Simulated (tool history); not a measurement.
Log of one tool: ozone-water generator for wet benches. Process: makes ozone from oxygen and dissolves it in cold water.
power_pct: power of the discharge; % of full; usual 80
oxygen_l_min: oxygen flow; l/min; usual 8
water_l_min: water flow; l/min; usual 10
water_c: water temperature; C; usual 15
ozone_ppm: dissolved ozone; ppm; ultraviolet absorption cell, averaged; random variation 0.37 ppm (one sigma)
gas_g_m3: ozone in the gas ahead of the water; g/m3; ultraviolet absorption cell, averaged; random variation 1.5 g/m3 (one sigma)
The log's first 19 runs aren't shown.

run,hour,power_pct,oxygen_l_min,water_l_min,water_c,ozone_ppm,gas_g_m3
20,1947.1,65,6.41,10,18,46.2,259.5
21,2013,65,6.41,10,18,45.5,257.6
22,2113,60,8,10,10,47.6,212.7
23,2236.6,74,8,10,13,52.9,249.5
24,2306.9,50,10.64,6,13,42.3,152
25,2425.2,50,10.64,6,9,47.2,152.8
26,2575.8,92,10.64,6,16,64.5,250.3
27,2723.5,61,9.77,8,16,43.1,187.5
28,2853.9,62,5.55,13,22,35.6,267.2
29,2920.6,62,5.55,13,13,42.4,268.5
30,3057.1,62,5.55,13,13,42.4,269.5
31,3209,62,5.55,13,13,42.3,268.8
32,3277.8,42,8,11,22,25.7,156.5
33,3376.6,60,4.73,10,15,47.7,284.8

3 ways to go on from here, each from the tool as it stands after run 33. What would each give?
# hour 3520.6: water thermometer calibrated
A,3526.7,80,7.94,7,15,?,?
# hour 3520.6: water thermometer calibrated
B,3526.7,58,8,7,18,?,?
# hour 3520.6: water thermometer calibrated
C,3526.7,61,4.73,6,15,?,?

run,ozone_ppm,gas_g_m3
A,62.3,262.9
B,44.9,203.5
C,63.8,293.1
Without the tool's hidden state the same runs would have given:
run,ozone_ppm,gas_g_m3
A,69.4,290.3
B,48.8,219.4
C,69.6,317.2

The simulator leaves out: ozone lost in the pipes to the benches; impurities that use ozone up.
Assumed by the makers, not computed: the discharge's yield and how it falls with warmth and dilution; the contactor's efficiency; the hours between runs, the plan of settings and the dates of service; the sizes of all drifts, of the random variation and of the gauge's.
